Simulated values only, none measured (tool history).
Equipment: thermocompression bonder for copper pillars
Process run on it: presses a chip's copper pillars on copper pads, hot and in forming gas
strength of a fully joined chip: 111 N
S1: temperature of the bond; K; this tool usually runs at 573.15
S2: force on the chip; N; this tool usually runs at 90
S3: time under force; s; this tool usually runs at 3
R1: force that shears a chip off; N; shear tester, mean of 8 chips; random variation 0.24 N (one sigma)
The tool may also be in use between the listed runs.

run 1 hour=0 | S1=573.15 S2=90 S3=3 | R1=44.2
-- hour=11.2 forming gas filter changed
run 2 hour=38.9 | S1=573.15 S2=90 S3=3 | R1=47.1
run 3 hour=63.8 | S1=573.15 S2=90 S3=3 | R1=46.3
run 4 hour=100.5 | S1=573.15 S2=90 S3=3 | R1=46.5
run 5 hour=130.9 | S1=573.15 S2=90 S3=3 | R1=45.9
run 6 hour=151.2 | S1=573.15 S2=90 S3=3 | R1=45.7
run 7 hour=195.9 | S1=573.15 S2=90 S3=3 | R1=45.6
run 8 hour=234.7 | S1=573.15 S2=90 S3=3 | R1=45.5
run 9 hour=256.8 | S1=573.15 S2=90 S3=3 | R1=45.7
run 10 hour=281.9 | S1=573.15 S2=90 S3=3 | R1=45.2
run 11 hour=322.2 | S1=573.15 S2=90 S3=3 | R1=45.1
run 12 hour=342.5 | S1=573.15 S2=90 S3=3 | R1=45.1
run 13 hour=378.9 | S1=573.15 S2=90 S3=4 | R1=49.5
run 14 hour=415.5 | S1=573.15 S2=90 S3=4 | R1=49.2
run 15 hour=440.4 | S1=573.15 S2=90 S3=4 | R1=49.1
-- hour=468.3 forming gas filter changed
run 16 hour=484.3 | S1=573.15 S2=90 S3=6 | R1=60.3
run 17 hour=529.4 | S1=573.15 S2=90 S3=4 | R1=51.8
run 18 hour=550.6 | S1=573.15 S2=90 S3=6 | R1=59.5
run 19 hour=583.9 | S1=573.15 S2=90 S3=6 | R1=59.4
run 20 hour=604.9 | S1=573.15 S2=90 S3=3 | R1=46.4
run 21 hour=642.3 | S1=573.15 S2=90 S3=3 | R1=45.9
run 22 hour=679.1 | S1=554.15 S2=62 S3=9 | R1=38.4
-- hour=687.3 heater calibrated with a thermocouple chip
run 23 hour=724.8 | S1=594.15 S2=79 S3=3 | R1=51.8
run 24 hour=750.1 | S1=594.15 S2=79 S3=3 | R1=51.4
run 25 hour=770.6 | S1=594.15 S2=79 S3=3 | R1=50.9
run 26 hour=802.2 | S1=594.15 S2=79 S3=3 | R1=50.6
run 27 hour=821.2 | S1=558.15 S2=90 S3=3 | R1=40.6
run 28 hour=840.2 | S1=558.15 S2=90 S3=2 | R1=34.9
run 29 hour=878.3 | S1=572.15 S2=90 S3=2 | R1=40.3
run 30 hour=908.7 | S1=586.15 S2=84 S3=6 | R1=62.2
-- hour=927.5 forming gas filter changed
run 31 hour=928.5 | S1=586.15 S2=106 S3=3 | R1=65.7
run 32 hour=946.8 | S1=586.15 S2=106 S3=7 | R1=82.1
run 33 hour=970.3 | S1=586.15 S2=106 S3=7 | R1=81.9
run 34 hour=990.8 | S1=586.15 S2=106 S3=7 | R1=81.8
run 35 hour=1009.4 | S1=568.15 S2=116 S3=2 | R1=52.8
-- hour=1046.5 force cell calibrated
run 36 hour=1046.8 | S1=573.15 S2=60 S3=7 | R1=40.4
run 37 hour=1069.7 | S1=573.15 S2=60 S3=7 | R1=40.3
run 38 hour=1106.9 | S1=587.15 S2=86 S3=3 | R1=48.8
run 39 hour=1129.4 | S1=568.15 S2=133 S3=3 | R1=62
run 40 hour=1150 | S1=603.15 S2=64 S3=7 | R1=56
run 41 hour=1183.8 | S1=603.15 S2=64 S3=7 | R1=55.6

Consider 3 possible next runs. They are alternatives, not a sequence: every one starts from the tool as it was left by run 41. What does each give?
run A hour=1211.1 | S1=578.15 S2=91 S3=3 | R1=?
run B hour=1211.1 | S1=596.15 S2=56 S3=2 | R1=?
run C hour=1211.1 | S1=573.15 S2=90 S3=3 | R1=?

run=A R1=47.2
run=B R1=28
run=C R1=44
With the hidden condition removed and each run's random variation left untouched, the same runs would have given:
run=A R1=49.6
run=B R1=29.4
run=C R1=46.2

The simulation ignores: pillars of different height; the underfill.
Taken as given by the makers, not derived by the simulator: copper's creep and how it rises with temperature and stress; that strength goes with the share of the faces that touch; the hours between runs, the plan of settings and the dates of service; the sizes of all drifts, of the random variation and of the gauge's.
